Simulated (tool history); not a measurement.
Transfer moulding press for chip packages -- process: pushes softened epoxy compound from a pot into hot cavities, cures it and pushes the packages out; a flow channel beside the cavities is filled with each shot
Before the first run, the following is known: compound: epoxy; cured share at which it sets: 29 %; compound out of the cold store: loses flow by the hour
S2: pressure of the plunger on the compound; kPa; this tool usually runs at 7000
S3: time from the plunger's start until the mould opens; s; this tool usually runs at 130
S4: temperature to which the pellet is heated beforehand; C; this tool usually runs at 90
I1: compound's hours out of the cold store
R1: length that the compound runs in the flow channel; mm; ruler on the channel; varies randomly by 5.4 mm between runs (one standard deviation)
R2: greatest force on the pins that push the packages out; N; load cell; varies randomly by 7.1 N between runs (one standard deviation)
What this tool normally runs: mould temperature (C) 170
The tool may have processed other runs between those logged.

{"run": 1, "hour": 0.0, "mould temperature (C)": 170, "S2": 7000, "S3": 130, "S4": 90, "I1": 21.2, "R1": 543, "R2": 394}
{"run": 2, "hour": 7.1, "mould temperature (C)": 170, "S2": 7000, "S3": 130, "S4": 90, "I1": 40.7, "R1": 482, "R2": 413}
{"run": 3, "hour": 21.7, "mould temperature (C)": 170, "S2": 7000, "S3": 130, "S4": 90, "I1": 21.6, "R1": 538, "R2": 475}
{"run": 4, "hour": 29.0, "mould temperature (C)": 170, "S2": 7000, "S3": 130, "S4": 90, "I1": 19, "R1": 549, "R2": 478}
{"hour": 36.6, "done": "cavities cleaned with cleaning compound and waxed"}
{"run": 5, "hour": 44.4, "mould temperature (C)": 170, "S2": 7000, "S3": 133, "S4": 90, "I1": 37.3, "R1": 504, "R2": 619}
{"run": 6, "hour": 54.6, "mould temperature (C)": 170, "S2": 7000, "S3": 133, "S4": 90, "I1": 25.7, "R1": 530, "R2": 615}
{"run": 7, "hour": 61.7, "mould temperature (C)": 170, "S2": 7000, "S3": 130, "S4": 90, "I1": 33.4, "R1": 505, "R2": 596}
{"run": 8, "hour": 76.3, "mould temperature (C)": 170, "S2": 7000, "S3": 130, "S4": 90, "I1": 38.5, "R1": 496, "R2": 631}
{"run": 9, "hour": 84.1, "mould temperature (C)": 170, "S2": 7000, "S3": 130, "S4": 90, "I1": 31.8, "R1": 507, "R2": 587}
{"hour": 91.8, "done": "cavities cleaned with cleaning compound and waxed"}
{"run": 10, "hour": 97.2, "mould temperature (C)": 170, "S2": 7000, "S3": 130, "S4": 90, "I1": 25.3, "R1": 522, "R2": 331}
{"run": 11, "hour": 110.9, "mould temperature (C)": 170, "S2": 7000, "S3": 130, "S4": 90, "I1": 35.4, "R1": 498, "R2": 403}
{"hour": 118.9, "done": "cavities cleaned with cleaning compound and waxed, once more"}
{"run": 12, "hour": 120.8, "mould temperature (C)": 170, "S2": 7000, "S3": 130, "S4": 92, "I1": 29.8, "R1": 517, "R2": 281}
{"run": 13, "hour": 133.8, "mould temperature (C)": 170, "S2": 7000, "S3": 130, "S4": 90, "I1": 37.4, "R1": 495, "R2": 396}
{"run": 14, "hour": 142.5, "mould temperature (C)": 170, "S2": 7000, "S3": 130, "S4": 90, "I1": 37.4, "R1": 493, "R2": 409}
{"run": 15, "hour": 151.9, "mould temperature (C)": 170, "S2": 7000, "S3": 130, "S4": 91, "I1": 27.8, "R1": 511, "R2": 455}
{"run": 16, "hour": 162.4, "mould temperature (C)": 170, "S2": 6130, "S3": 130, "S4": 90, "I1": 25.4, "R1": 492, "R2": 485}
{"run": 17, "hour": 169.9, "mould temperature (C)": 170, "S2": 6660, "S3": 130, "S4": 86, "I1": 9.7, "R1": 553, "R2": 516}
{"hour": 173.7, "done": "cavities cleaned with cleaning compound and waxed"}
{"run": 18, "hour": 177.8, "mould temperature (C)": 170, "S2": 6660, "S3": 130, "S4": 86, "I1": 29.7, "R1": 491, "R2": 325}
{"run": 19, "hour": 192.1, "mould temperature (C)": 170, "S2": 6660, "S3": 130, "S4": 86, "I1": 29.7, "R1": 493, "R2": 400}
{"run": 20, "hour": 200.9, "mould temperature (C)": 170, "S2": 6660, "S3": 130, "S4": 86, "I1": 47.4, "R1": 445, "R2": 425}
{"run": 21, "hour": 212.1, "mould temperature (C)": 170, "S2": 5470, "S3": 130, "S4": 97, "I1": 42.9, "R1": 406, "R2": 464}
{"run": 22, "hour": 223.8, "mould temperature (C)": 170, "S2": 5470, "S3": 130, "S4": 97, "I1": 43.2, "R1": 406, "R2": 502}
{"hour": 228.5, "done": "cavities cleaned with cleaning compound and waxed"}
{"run": 23, "hour": 232.9, "mould temperature (C)": 164, "S2": 7000, "S3": 127, "S4": 90, "I1": 13.4, "R1": 573, "R2": 419}
{"run": 24, "hour": 241.9, "mould temperature (C)": 170, "S2": 8310, "S3": 130, "S4": 94, "I1": 39.5, "R1": 523, "R2": 360}
{"run": 25, "hour": 249.5, "mould temperature (C)": 170, "S2": 8310, "S3": 130, "S4": 94, "I1": 19, "R1": 581, "R2": 401}
{"run": 26, "hour": 260.7, "mould temperature (C)": 170, "S2": 7000, "S3": 130, "S4": 88, "I1": 16, "R1": 539, "R2": 450}
{"run": 27, "hour": 273.9, "mould temperature (C)": 170, "S2": 7000, "S3": 159, "S4": 98, "I1": 10.1, "R1": 552, "R2": 456}
{"run": 28, "hour": 280.8, "mould temperature (C)": 162, "S2": 8050, "S3": 163, "S4": 91, "I1": 23.5, "R1": 581, "R2": 536}
{"hour": 283.9, "done": "cavities cleaned with cleaning compound and waxed"}
{"run": 29, "hour": 296.0, "mould temperature (C)": 162, "S2": 8050, "S3": 163, "S4": 91, "I1": 39.8, "R1": 531, "R2": 385}
{"run": 30, "hour": 308.8, "mould temperature (C)": 170, "S2": 7000, "S3": 132, "S4": 95, "I1": 16.3, "R1": 536, "R2": 423}

Consider 3 possible next runs. They are alternatives, not a sequence: every one starts from the tool as it was left by run 30. What does each give?
{"run": "A", "hour": 323.2, "mould temperature (C)": 170, "S2": 7000, "S3": 165, "S4": 95, "I1": 37.8, "R1": "?", "R2": "?"}
{"run": "B", "hour": 323.2, "mould temperature (C)": 170, "S2": 7000, "S3": 145, "S4": 95, "I1": 46.6, "R1": "?", "R2": "?"}
{"run": "C", "hour": 323.2, "mould temperature (C)": 173, "S2": 7640, "S3": 130, "S4": 81, "I1": 20.9, "R1": "?", "R2": "?"}

run=A R1=467 R2=442
run=B R1=453 R2=438
run=C R1=544 R2=450
What these runs would have given with no unlogged condition in the tool:
run=A R1=494 R2=274
run=B R1=478 R2=273
run=C R1=575 R2=281
